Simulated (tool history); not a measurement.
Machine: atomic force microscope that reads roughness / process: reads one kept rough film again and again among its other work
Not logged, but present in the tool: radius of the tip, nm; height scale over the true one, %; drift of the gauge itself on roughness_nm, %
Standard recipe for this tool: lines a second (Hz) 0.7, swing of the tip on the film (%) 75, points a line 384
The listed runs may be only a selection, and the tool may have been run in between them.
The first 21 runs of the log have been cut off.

| run | day | lines a second (Hz) | swing of the tip on the film (%) | points a line | pictures with this tip | hours of work since the height scale was calibrated | roughness of the kept film (nm (root mean square)) |
|---|---|---|---|---|---|---|---|
| 22 | 14.158 | 0.7 | 75 | 373 | 116 | 260 | 0.828 |
| 23 | 14.858 | 0.7 | 75 | 625 | 139 | 271 | 0.809 |
| 24 | 15.267 | 1.089 | 61 | 625 | 153 | 278 | 0.81 |
|  | 15.742 | new tip fitted |
| 25 | 16.138 | 1.876 | 61 | 280 | 13 | 291 | 1 |
| 26 | 16.625 | 2.609 | 75 | 384 | 29 | 298 | 0.889 |
| 27 | 17.179 | 2.609 | 75 | 384 | 47 | 307 | 0.858 |
| 28 | 17.588 | 2.609 | 75 | 782 | 60 | 314 | 0.844 |
| 29 | 18.1 | 2.609 | 75 | 782 | 77 | 322 | 0.814 |
| 30 | 18.554 | 0.7 | 59 | 384 | 92 | 329 | 0.892 |
| 31 | 18.975 | 1.1 | 80 | 384 | 106 | 335 | 0.821 |

For run 32, what comes out?
| 32 | 19.812 | 1.112 | 80 | 570 | 133 | 348 | ? |

roughness of the kept film (nm (root mean square)): 0.791
With the hidden condition absent and the run-to-run variation left alone, this run would have shown roughness of the kept film (nm (root mean square)) 1.05.
